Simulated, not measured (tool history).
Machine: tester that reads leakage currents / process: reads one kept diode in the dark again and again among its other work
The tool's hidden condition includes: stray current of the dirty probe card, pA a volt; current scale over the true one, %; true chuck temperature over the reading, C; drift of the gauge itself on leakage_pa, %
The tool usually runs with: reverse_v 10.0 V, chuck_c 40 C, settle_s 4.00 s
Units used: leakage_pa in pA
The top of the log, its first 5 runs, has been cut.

run,day,reverse_v,chuck_c,settle_s,hours of work since the probe card was cleaned,hours of work since the tester was calibrated,hours of work since the chuck was calibrated,leakage_pa
6,12.762,11.1,40,4.00,781,625,586,818.75
7,15.088,11.1,40,4.00,809,653,614,821.33
8,17.338,11.1,40,4.00,836,680,642,819.11
9,19.750,11.1,40,4.00,865,710,671,823.47
10,22.183,16.0,40,4.00,895,739,700,958.54
11,24.421,16.0,40,4.00,922,766,727,966.81
12,27.629,16.0,40,4.00,961,805,766,963.76
13,30.346,10.0,40,0.44,993,838,799,803.84
14,33.054,10.0,40,0.44,1026,871,832,808.58
15,35.462,10.0,40,0.44,1055,900,861,813.16
16,37.142,10.0,40,0.44,1076,920,881,808.12
17,38.621,10.0,40,0.44,1094,938,899,813.41
18,41.683,10.0,50,4.00,1131,975,936,1651.12
19,43.821,10.0,50,4.00,1157,1001,962,1659.11
20,45.442,10.0,59,4.00,1176,1021,982,3045.92
21,48.296,10.0,59,4.00,1211,1055,1016,3073.82
22,49.917,1.0,29,4.00,1230,1075,1036,138.90

Estimate the outcome of run 23 from the log above:
23,52.083,13.4,29,0.97,1257,1101,1062,?

{"run 23": {"leakage_pa": 408.0}}
Had the tool carried no hidden state, the very same run would have given leakage_pa 358.03 pA.
